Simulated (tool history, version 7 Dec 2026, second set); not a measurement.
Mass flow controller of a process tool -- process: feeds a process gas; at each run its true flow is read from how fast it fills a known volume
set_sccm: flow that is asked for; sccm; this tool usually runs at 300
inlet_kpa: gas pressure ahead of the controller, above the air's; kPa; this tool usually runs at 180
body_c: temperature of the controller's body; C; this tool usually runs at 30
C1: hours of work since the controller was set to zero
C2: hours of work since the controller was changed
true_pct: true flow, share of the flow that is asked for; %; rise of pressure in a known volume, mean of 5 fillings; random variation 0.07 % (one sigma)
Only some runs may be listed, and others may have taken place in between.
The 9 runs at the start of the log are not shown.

{"run": 10, "day": 93.483, "set_sccm": 85, "inlet_kpa": 180, "body_c": 29, "C1": 1797, "C2": 1797, "true_pct": 96.48}
{"run": 11, "day": 104.517, "set_sccm": 85, "inlet_kpa": 180, "body_c": 21, "C1": 1878, "C2": 1878, "true_pct": 96.94}
{"run": 12, "day": 111.712, "set_sccm": 85, "inlet_kpa": 180, "body_c": 21, "C1": 1931, "C2": 1931, "true_pct": 96.9}
{"run": 13, "day": 118.75, "set_sccm": 85, "inlet_kpa": 145, "body_c": 21, "C1": 1983, "C2": 1983, "true_pct": 96.94}
{"run": 14, "day": 127.404, "set_sccm": 85, "inlet_kpa": 145, "body_c": 21, "C1": 2047, "C2": 2047, "true_pct": 96.89}
{"run": 15, "day": 139.925, "set_sccm": 85, "inlet_kpa": 145, "body_c": 21, "C1": 2140, "C2": 2140, "true_pct": 96.71}
{"run": 16, "day": 145.712, "set_sccm": 300, "inlet_kpa": 180, "body_c": 34, "C1": 2182, "C2": 2182, "true_pct": 96.79}
{"run": 17, "day": 157.338, "set_sccm": 300, "inlet_kpa": 180, "body_c": 34, "C1": 2268, "C2": 2268, "true_pct": 96.64}
{"run": 18, "day": 168.496, "set_sccm": 300, "inlet_kpa": 180, "body_c": 30, "C1": 2351, "C2": 2351, "true_pct": 96.95}
{"run": 19, "day": 176.071, "set_sccm": 300, "inlet_kpa": 180, "body_c": 30, "C1": 2407, "C2": 2407, "true_pct": 96.85}
{"run": 20, "day": 187.467, "set_sccm": 300, "inlet_kpa": 180, "body_c": 30, "C1": 2491, "C2": 2491, "true_pct": 96.9}
{"run": 21, "day": 195.288, "set_sccm": 300, "inlet_kpa": 180, "body_c": 30, "C1": 2549, "C2": 2549, "true_pct": 96.66}
{"run": 22, "day": 204.5, "set_sccm": 300, "inlet_kpa": 180, "body_c": 30, "C1": 2617, "C2": 2617, "true_pct": 96.55}
{"run": 23, "day": 214.533, "set_sccm": 300, "inlet_kpa": 180, "body_c": 30, "C1": 2691, "C2": 2691, "true_pct": 96.39}
{"run": 24, "day": 224.85, "set_sccm": 300, "inlet_kpa": 180, "body_c": 30, "C1": 2767, "C2": 2767, "true_pct": 96.37}
{"run": 25, "day": 233.604, "set_sccm": 85, "inlet_kpa": 178, "body_c": 26, "C1": 2831, "C2": 2831, "true_pct": 95.44}
{"run": 26, "day": 243.75, "set_sccm": 55, "inlet_kpa": 180, "body_c": 30, "C1": 2906, "C2": 2906, "true_pct": 94.84}
{"run": 27, "day": 251.279, "set_sccm": 148, "inlet_kpa": 180, "body_c": 30, "C1": 2962, "C2": 2962, "true_pct": 95.18}
{"run": 28, "day": 261.633, "set_sccm": 70, "inlet_kpa": 180, "body_c": 30, "C1": 3038, "C2": 3038, "true_pct": 94.62}
{"run": 29, "day": 275.454, "set_sccm": 70, "inlet_kpa": 180, "body_c": 30, "C1": 3141, "C2": 3141, "true_pct": 94.62}
{"run": 30, "day": 286.454, "set_sccm": 96, "inlet_kpa": 199, "body_c": 30, "C1": 3222, "C2": 3222, "true_pct": 94.67}
{"run": 31, "day": 296.129, "set_sccm": 203, "inlet_kpa": 180, "body_c": 35, "C1": 3293, "C2": 3293, "true_pct": 94.77}
{"day": 298.462, "done": "gauge calibrated"}
{"run": 32, "day": 302.579, "set_sccm": 71, "inlet_kpa": 155, "body_c": 40, "C1": 3341, "C2": 3341, "true_pct": 96.26}
{"run": 33, "day": 309.496, "set_sccm": 71, "inlet_kpa": 155, "body_c": 40, "C1": 3392, "C2": 3392, "true_pct": 96.28}

Run 34 is up next; what results do you expect?
{"run": 34, "day": 315.692, "set_sccm": 71, "inlet_kpa": 155, "body_c": 40, "C1": 3438, "C2": 3438, "true_pct": "?"}

true_pct: 96.18 %
On a tool with no hidden condition, and with the same random variation, this run would have come out at true_pct 96.36 %.
